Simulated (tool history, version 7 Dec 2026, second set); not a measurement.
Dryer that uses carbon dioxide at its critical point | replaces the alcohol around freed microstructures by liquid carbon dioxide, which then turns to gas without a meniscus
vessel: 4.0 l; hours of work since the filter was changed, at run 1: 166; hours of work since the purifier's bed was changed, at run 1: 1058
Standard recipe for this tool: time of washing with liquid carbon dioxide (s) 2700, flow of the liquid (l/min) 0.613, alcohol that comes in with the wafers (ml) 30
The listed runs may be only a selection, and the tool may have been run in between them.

run	hour	time of washing with liquid carbon dioxide (s)	flow of the liquid (l/min)	alcohol that comes in with the wafers (ml)	hours of work since the filter was changed	hours of work since the purifier's bed was changed	alcohol left in the vessel before it's heated (ppm by volume)
1	0	2700	0.613	30	166	1058	188
2	23.4	2700	0.613	30	181	1073	187
3	64	2700	0.613	30	207	1099	189
4	102.3	2700	0.613	30	231	1124	206
5	133.8	2700	0.375	30	251	1144	493
6	163.1	2700	0.375	30	270	1162	505
# hour 174: purifier's bed changed
7	186.8	2700	0.375	30	283	8	360
8	212.7	2700	0.375	30	299	25	384
9	239.4	2700	0.613	30	316	42	76
10	258.6	2700	0.613	30	329	54	77
11	291	2700	0.613	30	349	74	78
12	309.8	2700	0.613	30	361	86	73
13	330.4	2700	0.613	30	374	100	83
14	353.3	2700	0.613	30	389	114	88
15	375.4	2700	0.613	30	403	128	88
16	399.9	2700	0.613	30	418	144	90
17	439.5	2700	0.613	30	444	169	103
18	457.3	2700	0.613	30	455	180	101
19	483.1	2700	0.613	30	471	197	111
20	511.3	2700	0.613	116	489	215	347
# hour 533.9: inlet filter changed
21	548.6	1800	0.613	116	9	238	824
22	587	1800	0.613	116	34	262	861
23	607.1	1800	0.613	116	47	275	854
24	634.7	1800	0.613	116	64	293	862
25	670.8	1800	0.613	116	87	316	898
26	707.7	2100	0.443	62	111	339	841
27	730.8	2100	0.443	62	125	354	862
28	752.9	2100	0.443	62	139	368	892
29	772.5	2820	0.613	22	152	380	87
30	803.4	1860	0.73	22	171	400	141
31	827.5	1860	0.73	22	187	415	152
32	865.3	2940	0.89	30	211	439	58
33	882.3	1740	1.007	24	222	450	89
34	912.6	2400	0.996	30	241	469	79
35	930	3540	0.702	95	252	480	89
36	961.5	3540	0.702	95	272	500	89
37	988.9	3360	0.799	30	289	518	73
38	1007.3	3360	0.799	30	301	530	76
39	1046.8	3360	0.799	30	326	555	73
40	1066	3360	0.799	30	339	567	71
41	1083.2	3360	0.799	30	350	578	90
42	1118.7	2700	0.613	68	372	601	224
43	1139.4	4260	0.695	30	385	614	86
44	1159.9	2340	0.695	30	398	627	167
45	1178.2	2220	0.571	30	410	638	296
46	1215	2220	0.571	30	433	662	311
47	1234.5	3480	0.595	23	446	674	119

Branching from run 47: 3 alternative next runs. What would each branch give?
A	1251.7	1740	0.613	53	457	685	?
B	1251.7	3000	0.434	30	457	685	?
C	1251.7	2700	0.372	107	457	685	?

run	alcohol left in the vessel before it's heated (ppm by volume)
A	798
B	298
C	1707
With no hidden state in the tool, these same runs would have given:
run	alcohol left in the vessel before it's heated (ppm by volume)
A	408
B	107
C	945
